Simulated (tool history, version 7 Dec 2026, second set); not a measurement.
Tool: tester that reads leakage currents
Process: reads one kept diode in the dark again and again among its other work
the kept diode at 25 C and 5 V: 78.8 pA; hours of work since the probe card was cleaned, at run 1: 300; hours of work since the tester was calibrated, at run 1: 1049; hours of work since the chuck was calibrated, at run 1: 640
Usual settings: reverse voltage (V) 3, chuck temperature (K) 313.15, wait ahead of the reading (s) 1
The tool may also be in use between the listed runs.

run    hour  reverse voltage (V)  chuck temperature (K)  wait ahead of the reading (s)  hours of work since the probe card was cleaned  hours of work since the tester was calibrated  hours of work since the chuck was calibrated  current that the tester gives (pA)
  1       0                    3                 313.15                              1                                             300                                           1049                                           640                              211.79
  2    24.8                    3                 313.15                           1.79                                             319                                           1067                                           658                              212.97
  3      58                    3                 310.15                              1                                             344                                           1092                                           683                                 169
       72.4  -- chuck's temperature calibrated
  4    99.1                    3                 313.15                              1                                             373                                           1122                                            20                              204.82
  5   142.5                    3                 313.15                              1                                             406                                           1154                                            53                              206.21
  6     169                    3                 313.15                            3.2                                             426                                           1174                                            72                              206.07
  7   194.3                    3                 313.15                           8.78                                             445                                           1193                                            91                              205.64
  8   235.5                    3                 313.15                           8.78                                             475                                           1224                                           122                              207.29
  9   277.8                    3                 311.15                              1                                             507                                           1256                                           154                              178.11
 10   314.1                    3                 311.15                              1                                             534                                           1283                                           181                              179.24
 11   336.1                    3                 311.15                              1                                             551                                           1299                                           198                              178.91
 12   362.8                    3                 311.15                              1                                             571                                           1319                                           218                              178.93
 13     389                 1.83                 313.15                              1                                             591                                           1339                                           238                              161.64
 14   428.8                 1.83                 313.15                              1                                             621                                           1369                                           267                              161.62
 15   467.9                 1.83                 313.15                              1                                             650                                           1398                                           297                              162.85
 16   495.3                 1.83                 313.15                              1                                             671                                           1419                                           317                              162.42
 17   520.3                 1.83                 313.15                              1                                             689                                           1438                                           336                              162.65
 18     552                    3                 323.15                              1                                             713                                           1461                                           360                               443.3
 19     577                    3                 313.15                              1                                             732                                           1480                                           379                              211.48
 20   607.9                    3                 313.15                           1.26                                             755                                           1503                                           402                              211.97
 21   645.7                    3                 313.15                           1.26                                             783                                           1532                                           430                              211.89
 22   679.1                    3                 318.15                           0.77                                             808                                           1557                                           455                              308.04
 23   711.6                    3                 318.15                           0.77                                             833                                           1581                                           480                              308.74
 24   752.5                    3                 302.15                           0.77                                             864                                           1612                                           510                               91.42
 25   783.5                 6.62                 295.15                           6.35                                             887                                           1635                                           534                               80.78
 26   810.8                 1.13                 295.15                           0.47                                             907                                           1656                                           554                               31.41
 27   831.7                 1.13                 295.15                           0.47                                             923                                           1671                                           570                               31.49
 28   868.9                    3                 315.15                              1                                             951                                           1699                                           598                              248.54
 29   896.5                 2.23                 324.15                           7.27                                             972                                           1720                                           619                              410.44
 30   936.8                 2.23                 324.15                           7.27                                            1002                                           1750                                           649                              410.98
 31   957.6                 5.64                 313.15                           7.27                                            1018                                           1766                                           664                              299.11
 32   975.1                 2.73                 313.15                           0.69                                            1031                                           1779                                           678                               206.2
      998.1  -- chuck's temperature calibrated
 33   998.8                 3.57                 330.15                           1.49                                            1047                                           1795                                             0                              766.59
 34  1038.8                 3.57                 330.15                           1.49                                            1077                                           1825                                            31                              760.07
 35  1076.3                 3.57                 316.15                           0.72                                            1105                                           1854                                            59                              283.99
 36  1107.7                16.11                 313.15                              1                                            1129                                           1877                                            82                              509.01
 37  1131.3                 8.88                 315.15                           4.97                                            1146                                           1895                                           100                              424.72
 38  1159.6                 8.88                 315.15                           4.97                                            1168                                           1916                                           121                              425.75
 39  1197.5                 8.88                 315.15                           4.97                                            1196                                           1945                                           150                               426.5

Hidden state at the last listed run before each entry between runs and at the first one after, where it differs:
Between runs 3 and 4: chuck's temperature calibrated (hour 72.4)
  stray current of the dirty probe card, pA a volt: 0.492 -> 0.534; current scale over the true one, %: -0.46 -> -0.47; true chuck temperature over the reading, C: 0.5 -> 0.03
  measured less the result without the state, current that the tester gives (pA): +7.05 -> +0.99
Between runs 32 and 33: chuck's temperature calibrated (hour 998.1)
  stray current of the dirty probe card, pA a volt: 1.441 -> 1.465; current scale over the true one, %: -0.74 -> -0.75; true chuck temperature over the reading, C: 0.56 -> -0.08
  measured less the result without the state, current that the tester gives (pA): +10.92 -> -4.9

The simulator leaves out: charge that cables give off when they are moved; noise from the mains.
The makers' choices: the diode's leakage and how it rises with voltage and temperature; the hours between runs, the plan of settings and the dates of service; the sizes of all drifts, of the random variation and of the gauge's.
